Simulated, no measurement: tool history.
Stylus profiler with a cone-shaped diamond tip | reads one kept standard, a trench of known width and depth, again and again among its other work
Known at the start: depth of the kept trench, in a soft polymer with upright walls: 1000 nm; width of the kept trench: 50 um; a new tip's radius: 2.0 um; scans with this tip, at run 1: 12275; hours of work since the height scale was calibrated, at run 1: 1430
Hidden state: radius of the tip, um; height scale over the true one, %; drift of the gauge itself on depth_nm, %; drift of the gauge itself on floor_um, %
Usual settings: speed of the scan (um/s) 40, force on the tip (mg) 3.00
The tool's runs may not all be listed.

run    hour  speed of the scan (um/s)  force on the tip (mg)  scans with this tip  hours of work since the height scale was calibrated  depth of the trench (nm)  width of the trench's floor (µm)
  1     0.0                        40                   3.00                12275                                                 1430                   1015.37                             45.03
  2    59.3                        40                   1.18                12615                                                 1470                   1006.18                             44.80
  3    90.5                        17                   3.00                12794                                                 1491                   1014.98                             45.02
  4   141.4                        53                   3.00                13086                                                 1525                   1014.41                             44.77
  5   177.4                        53                   3.00                13293                                                 1549                   1014.83                             44.78
  6   210.6                        53                   3.00                13483                                                 1571                   1014.76                             44.75
  7   283.1                        53                   3.00                13899                                                 1619                   1014.43                             44.73
  8   353.6                        40                   3.04                14303                                                 1666                   1014.68                             44.71
  9   401.1                        30                   3.00                14575                                                 1698                   1014.48                             44.80
 10   447.3                        30                   3.00                14841                                                 1729                   1014.25                             44.74
 11   480.8                        30                   2.89                15032                                                 1751                   1013.82                             44.75
 12   529.0                        40                   5.36                15309                                                 1784                   1022.90                             44.67
 13   571.6                        40                   3.00                15553                                                 1812                   1013.95                             44.69
 14   624.3                        40                   3.00                15855                                                 1847                   1013.83                             44.57
 15   680.7                        40                   3.00                16179                                                 1885                   1013.67                             44.55
 16   737.3                        37                   6.46                16503                                                 1923                   1026.48                             44.58
 17   801.5                        13                   4.85                16871                                                 1966                   1020.77                             44.68
      811.2  -- height scale calibrated on a step standard
 18   855.2                        13                   4.85                17176                                                   29                   1025.82                             44.65
 19   921.2                        13                   4.85                17555                                                   73                   1026.02                             44.61
 20   980.1                        25                   1.63                17892                                                  113                   1012.16                             44.41
 21  1024.7                       113                   2.10                18148                                                  143                   1014.43                             43.95
 22  1091.0                       113                   2.10                18529                                                  187                   1013.82                             43.86
 23  1131.4                        49                   9.00                18760                                                  214                   1039.30                             44.41
 24  1176.3                        13                   7.94                19017                                                  244                   1035.93                             44.46
 25  1239.5                        42                   2.99                19380                                                  286                   1018.01                             44.27
 26  1313.2                        48                   2.46                19803                                                  335                   1015.61                             44.23
 27  1382.4                        78                   1.36                20199                                                  382                   1009.71                             43.84
 28  1420.4                        22                   3.02                20417                                                  407                   1018.06                             44.28
 29  1453.6                        22                   3.02                20607                                                  429                   1017.75                             44.28

The next listed run, before its measurement:
 30  1515.5                        30                   2.41                20963                                                  471                         ?                                 ?

depth of the trench (nm): 1014.83
width of the trench's floor (µm): 44.21
Without the tool's hidden state the same run would have given depth of the trench (nm) 1016.40, width of the trench's floor (µm) 46.39.

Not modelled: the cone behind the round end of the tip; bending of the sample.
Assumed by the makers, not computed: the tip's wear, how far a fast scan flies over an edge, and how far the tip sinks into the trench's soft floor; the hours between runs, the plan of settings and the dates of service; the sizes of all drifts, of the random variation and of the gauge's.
